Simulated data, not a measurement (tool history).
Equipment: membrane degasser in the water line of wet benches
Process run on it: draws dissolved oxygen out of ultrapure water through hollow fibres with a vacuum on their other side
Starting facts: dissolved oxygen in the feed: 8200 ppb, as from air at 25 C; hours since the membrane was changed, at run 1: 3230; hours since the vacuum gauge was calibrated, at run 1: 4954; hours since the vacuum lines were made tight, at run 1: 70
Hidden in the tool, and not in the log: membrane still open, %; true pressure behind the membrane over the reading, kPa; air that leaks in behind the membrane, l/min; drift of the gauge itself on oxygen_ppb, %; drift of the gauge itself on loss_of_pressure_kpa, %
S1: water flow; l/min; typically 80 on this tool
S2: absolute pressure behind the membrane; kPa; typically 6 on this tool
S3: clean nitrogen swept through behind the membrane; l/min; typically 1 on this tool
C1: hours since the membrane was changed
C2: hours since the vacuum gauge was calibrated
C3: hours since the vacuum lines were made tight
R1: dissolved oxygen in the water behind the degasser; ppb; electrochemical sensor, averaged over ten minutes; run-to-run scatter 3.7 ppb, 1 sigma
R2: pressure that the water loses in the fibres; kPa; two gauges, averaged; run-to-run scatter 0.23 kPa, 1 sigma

| run | hour | S1 | S2 | S3 | C1 | C2 | C3 | R1 | R2 |
|---|---|---|---|---|---|---|---|---|---|
| 1 | 0 | 80 | 6 | 1 | 3230 | 4954 | 70 | 417.8 | 59.95 |
| 2 | 59.7 | 80 | 6 | 2.78 | 3289 | 5014 | 130 | 193.2 | 59.4 |
| 3 | 139.5 | 92 | 6 | 2.78 | 3369 | 5094 | 210 | 217.4 | 67.9 |
| 4 | 226.3 | 80 | 3.93 | 1 | 3456 | 5180 | 297 | 146.6 | 59.57 |
| 5 | 308 | 80 | 3.93 | 1 | 3538 | 5262 | 378 | 144.7 | 59.66 |
| 6 | 363.1 | 80 | 3.93 | 1 | 3593 | 5317 | 434 | 149 | 60.02 |
| 7 | 419.6 | 49 | 6 | 1 | 3649 | 5374 | 490 | 294.3 | 36.73 |
| 8 | 500.3 | 80 | 6 | 1.73 | 3730 | 5454 | 571 | 280.8 | 59.74 |
| 9 | 582.4 | 80 | 6 | 1.73 | 3812 | 5537 | 653 | 281.1 | 60.08 |
| 10 | 639.3 | 80 | 6 | 1.73 | 3869 | 5594 | 710 | 284.6 | 60.21 |
| 11 | 687.7 | 79 | 14.07 | 0.4 | 3917 | 5642 | 758 | 2183.9 | 59.18 |
| 12 | 728.1 | 54 | 9.62 | 1 | 3958 | 5682 | 798 | 647 | 40.85 |
| 13 | 787 | 54 | 9.62 | 1 | 4017 | 5741 | 857 | 637 | 40.6 |
| 14 | 833.4 | 54 | 9.62 | 1 | 4063 | 5788 | 904 | 655.8 | 41.09 |
| 15 | 926.1 | 54 | 9.62 | 1 | 4156 | 5880 | 997 | 641.6 | 40.78 |
| 16 | 1024 | 115 | 8.05 | 1 | 4254 | 5978 | 1094 | 844.6 | 86.49 |
| 17 | 1094.6 | 53 | 13.82 | 1 | 4324 | 6049 | 1165 | 986.1 | 40.15 |
| 18 | 1160.9 | 102 | 4.04 | 1 | 4391 | 6115 | 1231 | 202.9 | 76.99 |
| 19 | 1238.1 | 88 | 9.12 | 1.24 | 4468 | 6192 | 1308 | 723.9 | 66.6 |
| 20 | 1326.2 | 88 | 9.12 | 1.24 | 4556 | 6280 | 1397 | 748.2 | 66.45 |

Predict each of these 3 candidate next runs independently; none follows another, all start after run 20:
| A | 1421.5 | 88 | 9.12 | 2.1 | 4651 | 6376 | 1492 | ? | ? |
| B | 1421.5 | 88 | 11.6 | 1.24 | 4651 | 6376 | 1492 | ? | ? |
| C | 1421.5 | 80 | 6 | 2.97 | 4651 | 6376 | 1492 | ? | ? |

| run | R1 | R2 |
|---|---|---|
| A | 509.3 | 66.48 |
| B | 993.8 | 66.88 |
| C | 183.9 | 61.1 |
Without the tool's unlogged condition, the same runs would have read:
| run | R1 | R2 |
|---|---|---|
| A | 474.4 | 62.77 |
| B | 947.9 | 63.16 |
| C | 158.4 | 57.69 |
